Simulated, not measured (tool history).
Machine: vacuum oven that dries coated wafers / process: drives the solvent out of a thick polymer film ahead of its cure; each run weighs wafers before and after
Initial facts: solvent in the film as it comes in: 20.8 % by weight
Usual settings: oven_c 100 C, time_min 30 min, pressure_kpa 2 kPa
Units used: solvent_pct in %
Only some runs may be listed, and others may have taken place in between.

Run 1, hour 0: usual settings. Result: solvent_pct 1.69 %.
Run 2, hour 19.8: usual settings. Result: solvent_pct 1.64 %.
Run 3, hour 40.6: usual settings. Result: solvent_pct 1.67 %.
Run 4, hour 55.4: usual settings. Result: solvent_pct 1.68 %.
Run 5, hour 71.6: usual settings. Result: solvent_pct 1.7 %.
Run 6, hour 91.1: usual settings but time_min 43 min. Result: solvent_pct 1.12 %.
Run 7, hour 117.6: usual settings but time_min 43 min. Result: solvent_pct 1.09 %.
Run 8, hour 137.5: usual settings but time_min 23 min. Result: solvent_pct 2.46 %.
Run 9, hour 148.7: usual settings but time_min 23 min. Result: solvent_pct 2.46 %.
Run 10, hour 161: usual settings but pressure_kpa 1.45 kPa. Result: solvent_pct 1.45 %.
Run 11, hour 180.2: usual settings but pressure_kpa 4.64 kPa. Result: solvent_pct 2.85 %.
Run 12, hour 191.9: usual settings but pressure_kpa 4.64 kPa. Result: solvent_pct 2.83 %.
Run 13, hour 217: usual settings. Result: solvent_pct 1.65 %.
Run 14, hour 237.2: usual settings. Result: solvent_pct 1.65 %.
Run 15, hour 250.3: usual settings. Result: solvent_pct 1.7 %.
Run 16, hour 270.9: usual settings. Result: solvent_pct 1.65 %.
At hour 285.4: oven's thermocouples calibrated.
Run 17, hour 299.5: usual settings. Result: solvent_pct 1.69 %.
Run 18, hour 323.9: usual settings. Result: solvent_pct 1.73 %.
Run 19, hour 342.4: usual settings. Result: solvent_pct 1.67 %.
Run 20, hour 359.1: usual settings. Result: solvent_pct 1.68 %.
Run 21, hour 373.9: usual settings. Result: solvent_pct 1.7 %.
Run 22, hour 388.3: usual settings. Result: solvent_pct 1.69 %.
Run 23, hour 414.3: usual settings but time_min 38 min, pressure_kpa 1.41 kPa. Result: solvent_pct 1.01 %.
Run 24, hour 431.4: usual settings but oven_c 86 C, pressure_kpa 1.41 kPa. Result: solvent_pct 4.71 %.
Run 25, hour 457.3: usual settings but oven_c 93 C, time_min 29 min, pressure_kpa 2.71 kPa. Result: solvent_pct 3.56 %.
Run 26, hour 482.5: usual settings but time_min 34 min, pressure_kpa 6.19 kPa. Result: solvent_pct 3.31 %.
Run 27, hour 502.2: usual settings but oven_c 112 C, pressure_kpa 7.6 kPa. Result: solvent_pct 2.43 %.
Run 28, hour 525: usual settings but oven_c 109 C, time_min 50 min, pressure_kpa 3.37 kPa. Result: solvent_pct 1.11 %.
Run 29, hour 549.5: usual settings but oven_c 109 C, time_min 50 min, pressure_kpa 3.37 kPa. Result: solvent_pct 1.13 %.
Run 30, hour 561.6: usual settings but oven_c 93 C, time_min 36 min, pressure_kpa 1.27 kPa. Result: solvent_pct 1.98 %.
Run 31, hour 580.6: usual settings but oven_c 93 C, time_min 16 min, pressure_kpa 1.08 kPa. Result: solvent_pct 5.81 %.
Run 32, hour 598.4: usual settings but oven_c 90 C, time_min 53 min, pressure_kpa 7.63 kPa. Result: solvent_pct 5.65 %.
Run 33, hour 616.3: usual settings but oven_c 90 C, time_min 52 min, pressure_kpa 5.59 kPa. Result: solvent_pct 4.38 %.
Run 34, hour 628.6: usual settings but oven_c 101 C, time_min 22 min. Result: solvent_pct 2.41 %.
Run 35, hour 640.5: usual settings but oven_c 112 C, time_min 38 min, pressure_kpa 1.2 kPa. Result: solvent_pct 0.37 %.
Run 36, hour 656.6: usual settings but oven_c 112 C, time_min 38 min, pressure_kpa 1.2 kPa. Result: solvent_pct 0.41 %.
Run 37, hour 680.5: usual settings but oven_c 89 C, time_min 24 min. Result: solvent_pct 5.26 %.
Run 38, hour 698: usual settings but oven_c 106 C, time_min 24 min, pressure_kpa 5.21 kPa. Result: solvent_pct 2.6 %.
Run 39, hour 720.7: usual settings but oven_c 102 C, time_min 17 min, pressure_kpa 1.04 kPa. Result: solvent_pct 2.89 %.
Run 40, hour 744.3: usual settings but oven_c 98 C. Result: solvent_pct 2.06 %.
Run 41, hour 759.7: usual settings but oven_c 98 C, time_min 46 min, pressure_kpa 6.04 kPa. Result: solvent_pct 3.21 %.
Run 42, hour 780.6: usual settings but oven_c 86 C, time_min 16 min, pressure_kpa 2.28 kPa. Result: solvent_pct 8.58 %.

Predict each of these 3 candidate next runs independently; none follows another, all start after run 42:
Run A, hour 800.6: usual settings but oven_c 86 C, time_min 27 min, pressure_kpa 2.28 kPa. Result: solvent_pct ?.
Run B, hour 800.6: usual settings but pressure_kpa 4.66 kPa. Result: solvent_pct ?.
Run C, hour 800.6: usual settings but time_min 17 min, pressure_kpa 7.44 kPa. Result: solvent_pct ?.

run  solvent_pct
  A         5.88
  B          2.9
  C         5.96
The same runs, with their run-to-run variation unchanged, on a tool lacking any hidden condition would have given:
run  solvent_pct
  A         5.88
  B         2.89
  C         5.96

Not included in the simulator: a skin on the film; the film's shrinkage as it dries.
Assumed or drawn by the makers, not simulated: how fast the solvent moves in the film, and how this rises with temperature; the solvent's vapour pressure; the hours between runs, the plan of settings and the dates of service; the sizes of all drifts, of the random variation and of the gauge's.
